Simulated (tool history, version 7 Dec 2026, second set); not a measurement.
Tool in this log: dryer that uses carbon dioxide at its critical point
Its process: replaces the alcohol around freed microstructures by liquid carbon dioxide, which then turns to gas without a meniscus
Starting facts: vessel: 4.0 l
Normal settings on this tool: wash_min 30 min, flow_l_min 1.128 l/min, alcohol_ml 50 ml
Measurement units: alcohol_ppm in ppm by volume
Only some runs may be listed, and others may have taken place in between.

run	hour	wash_min	flow_l_min	alcohol_ml	alcohol_ppm
1	0.0	30	1.128	50	31
2	17.4	30	1.128	50	34
3	34.3	30	1.128	50	38
4	63.2	30	1.128	50	28
5	94.2	30	1.128	50	41
6	114.0	30	1.128	50	44
7	129.9	30	1.128	50	48
8	163.4	30	1.128	50	58
9	192.4	30	1.128	50	59
10	216.4	30	1.128	50	66
11	242.4	43	1.128	50	49
12	262.6	43	1.128	50	50
13	297.2	43	1.128	50	64
# hour 304.7: inlet filter changed
14	332.2	43	1.128	50	63
15	365.7	30	1.128	90	79
16	380.9	30	1.128	90	83
17	396.1	23	1.128	90	159
18	426.4	30	1.128	50	82
19	459.6	30	1.128	50	76
20	474.6	30	1.128	50	92
21	500.6	19	1.860	43	87
22	531.6	30	1.030	26	95
23	557.0	30	1.720	41	79
24	589.6	30	1.720	41	85
25	616.7	30	1.720	41	86
# hour 626.6: inlet filter changed
# hour 647.0: purifier's bed changed
26	648.3	30	1.570	59	11
27	680.3	30	1.570	59	1
28	703.1	43	0.700	55	34
29	736.9	30	1.128	23	17
30	760.2	25	1.540	32	24

Predict the results of run 31:
31	780.1	48	1.340	44	?

Run 31 gave alcohol_ppm 15 ppm by volume.
Were there no unlogged condition in the tool, this run, its random variation unchanged, would have produced alcohol_ppm 1 ppm by volume.
